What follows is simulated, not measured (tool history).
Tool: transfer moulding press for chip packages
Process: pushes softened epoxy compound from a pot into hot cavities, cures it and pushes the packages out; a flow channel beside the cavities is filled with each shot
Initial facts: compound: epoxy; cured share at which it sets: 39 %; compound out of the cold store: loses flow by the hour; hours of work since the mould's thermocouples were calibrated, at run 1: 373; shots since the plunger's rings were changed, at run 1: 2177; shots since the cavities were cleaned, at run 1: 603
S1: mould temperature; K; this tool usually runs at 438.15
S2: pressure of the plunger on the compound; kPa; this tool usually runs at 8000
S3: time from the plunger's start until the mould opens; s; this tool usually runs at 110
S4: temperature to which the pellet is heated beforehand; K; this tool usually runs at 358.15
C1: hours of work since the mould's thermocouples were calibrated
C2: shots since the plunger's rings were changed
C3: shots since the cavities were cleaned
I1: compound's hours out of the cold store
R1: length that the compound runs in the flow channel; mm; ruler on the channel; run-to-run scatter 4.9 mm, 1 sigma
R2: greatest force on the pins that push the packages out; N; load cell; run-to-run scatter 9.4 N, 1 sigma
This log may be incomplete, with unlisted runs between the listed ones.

{"run": 1, "hour": 0.0, "S1": 438.15, "S2": 8000, "S3": 110, "S4": 358.15, "C1": 373, "C2": 2177, "C3": 603, "I1": 33.0, "R1": 505, "R2": 434}
{"hour": 20.1, "done": "cavities cleaned with cleaning compound and waxed"}
{"run": 2, "hour": 21.4, "S1": 438.15, "S2": 8000, "S3": 110, "S4": 358.15, "C1": 386, "C2": 2380, "C3": 14, "I1": 26.2, "R1": 511, "R2": 431}
{"run": 3, "hour": 56.0, "S1": 438.15, "S2": 8000, "S3": 110, "S4": 358.15, "C1": 408, "C2": 2732, "C3": 366, "I1": 31.7, "R1": 502, "R2": 442}
{"run": 4, "hour": 90.9, "S1": 438.15, "S2": 8000, "S3": 110, "S4": 358.15, "C1": 430, "C2": 3088, "C3": 722, "I1": 10.6, "R1": 536, "R2": 436}
{"hour": 99.2, "done": "cavities cleaned with cleaning compound and waxed"}
{"run": 5, "hour": 127.7, "S1": 438.15, "S2": 8000, "S3": 110, "S4": 358.15, "C1": 452, "C2": 3447, "C3": 291, "I1": 47.6, "R1": 470, "R2": 423}
{"run": 6, "hour": 156.2, "S1": 438.15, "S2": 8000, "S3": 110, "S4": 358.15, "C1": 470, "C2": 3737, "C3": 581, "I1": 15.3, "R1": 526, "R2": 440}
{"hour": 178.8, "done": "cavities cleaned with cleaning compound and waxed"}
{"run": 7, "hour": 187.7, "S1": 438.15, "S2": 8000, "S3": 110, "S4": 358.15, "C1": 489, "C2": 4043, "C3": 91, "I1": 44.6, "R1": 482, "R2": 439}
{"run": 8, "hour": 208.9, "S1": 438.15, "S2": 8000, "S3": 110, "S4": 358.15, "C1": 502, "C2": 4259, "C3": 307, "I1": 39.3, "R1": 494, "R2": 429}
{"run": 9, "hour": 224.6, "S1": 438.15, "S2": 8000, "S3": 110, "S4": 358.15, "C1": 512, "C2": 4419, "C3": 467, "I1": 28.6, "R1": 510, "R2": 425}
{"run": 10, "hour": 247.5, "S1": 438.15, "S2": 8000, "S3": 110, "S4": 358.15, "C1": 527, "C2": 4652, "C3": 700, "I1": 24.5, "R1": 512, "R2": 446}
{"hour": 258.1, "done": "cavities cleaned with cleaning compound and waxed"}
{"run": 11, "hour": 276.8, "S1": 438.15, "S2": 8000, "S3": 110, "S4": 358.15, "C1": 544, "C2": 4935, "C3": 190, "I1": 24.2, "R1": 509, "R2": 443}
{"run": 12, "hour": 310.9, "S1": 438.15, "S2": 8000, "S3": 110, "S4": 358.15, "C1": 566, "C2": 5282, "C3": 537, "I1": 35.5, "R1": 490, "R2": 432}
{"run": 13, "hour": 333.9, "S1": 438.15, "S2": 8000, "S3": 110, "S4": 364.15, "C1": 580, "C2": 5517, "C3": 772, "I1": 34.7, "R1": 501, "R2": 437}
{"hour": 338.0, "done": "cavities cleaned with cleaning compound and waxed"}
{"run": 14, "hour": 350.0, "S1": 438.15, "S2": 8000, "S3": 110, "S4": 358.15, "C1": 589, "C2": 5666, "C3": 122, "I1": 39.3, "R1": 484, "R2": 431}
{"run": 15, "hour": 369.6, "S1": 438.15, "S2": 8000, "S3": 110, "S4": 362.15, "C1": 602, "C2": 5865, "C3": 321, "I1": 43.0, "R1": 484, "R2": 425}
{"run": 16, "hour": 395.1, "S1": 437.15, "S2": 8000, "S3": 110, "S4": 358.15, "C1": 618, "C2": 6125, "C3": 581, "I1": 21.2, "R1": 531, "R2": 450}
{"hour": 405.8, "done": "mould's thermocouples calibrated"}
{"run": 17, "hour": 415.0, "S1": 432.15, "S2": 6720, "S3": 110, "S4": 358.15, "C1": 6, "C2": 6307, "C3": 763, "I1": 41.1, "R1": 459, "R2": 572}
{"hour": 419.5, "done": "cavities cleaned with cleaning compound and waxed"}
{"run": 18, "hour": 447.7, "S1": 438.15, "S2": 8000, "S3": 110, "S4": 359.15, "C1": 25, "C2": 6625, "C3": 287, "I1": 26.3, "R1": 512, "R2": 433}
{"hour": 472.7, "done": "plunger's sealing rings changed"}
{"run": 19, "hour": 480.4, "S1": 435.15, "S2": 8560, "S3": 109, "S4": 354.15, "C1": 45, "C2": 78, "C3": 595, "I1": 45.0, "R1": 510, "R2": 480}
{"hour": 502.1, "done": "cavities cleaned with cleaning compound and waxed"}
{"run": 20, "hour": 509.4, "S1": 435.15, "S2": 8560, "S3": 109, "S4": 354.15, "C1": 62, "C2": 358, "C3": 74, "I1": 47.1, "R1": 502, "R2": 464}
{"run": 21, "hour": 544.1, "S1": 433.15, "S2": 8680, "S3": 110, "S4": 362.15, "C1": 84, "C2": 712, "C3": 428, "I1": 21.3, "R1": 574, "R2": 550}
{"run": 22, "hour": 564.3, "S1": 433.15, "S2": 8680, "S3": 91, "S4": 362.15, "C1": 97, "C2": 918, "C3": 634, "I1": 12.5, "R1": 579, "R2": 833}
{"hour": 583.3, "done": "cavities cleaned with cleaning compound and waxed"}
{"run": 23, "hour": 602.3, "S1": 438.15, "S2": 8000, "S3": 91, "S4": 363.15, "C1": 120, "C2": 1289, "C3": 193, "I1": 41.1, "R1": 487, "R2": 509}
{"run": 24, "hour": 627.8, "S1": 432.15, "S2": 8000, "S3": 110, "S4": 364.15, "C1": 136, "C2": 1549, "C3": 453, "I1": 43.8, "R1": 501, "R2": 560}
{"run": 25, "hour": 651.5, "S1": 430.15, "S2": 8000, "S3": 130, "S4": 358.15, "C1": 151, "C2": 1790, "C3": 694, "I1": 14.1, "R1": 562, "R2": 512}
{"hour": 663.8, "done": "cavities cleaned with cleaning compound and waxed"}
{"run": 26, "hour": 676.1, "S1": 430.15, "S2": 8000, "S3": 123, "S4": 359.15, "C1": 165, "C2": 2026, "C3": 125, "I1": 29.7, "R1": 532, "R2": 535}
{"run": 27, "hour": 709.4, "S1": 441.15, "S2": 6600, "S3": 123, "S4": 359.15, "C1": 186, "C2": 2364, "C3": 463, "I1": 34.2, "R1": 448, "R2": 415}

Below, each run's measurement less what the same run would have read without the hidden state. Both values contain the same run-to-run variation, but the gauge's scatter may not be the same in both:
The hidden state here: true mould temperature over the reading, C; pressure that reaches the compound, % of what is set; grip of the stained cavities, % over clean ones'; drift of the gauge itself on flow_mm, %; drift of the gauge itself on push_out_n, %.
run=1 R2=+4
run=2 R2=+0
run=3 R2=+3
run=4 R2=+5
run=5 R2=+3
run=6 R2=+5
run=7 R2=+1
run=8 R2=+3
run=9 R2=+4
run=10 R2=+5
run=11 R2=+2
run=12 R2=+4
run=13 R2=+5
run=14 R2=+1
run=15 R2=+3
run=16 R2=+5
run=17 R2=+8
run=18 R2=+4
run=19 R2=+5
run=20 R2=+2
run=21 R2=+6
run=22 R2=+11
run=23 R2=+3
run=24 R2=+5
run=25 R2=+7
run=26 R2=+1
run=27 R2=+4
R1: within 2 mm of the measured result in every run.

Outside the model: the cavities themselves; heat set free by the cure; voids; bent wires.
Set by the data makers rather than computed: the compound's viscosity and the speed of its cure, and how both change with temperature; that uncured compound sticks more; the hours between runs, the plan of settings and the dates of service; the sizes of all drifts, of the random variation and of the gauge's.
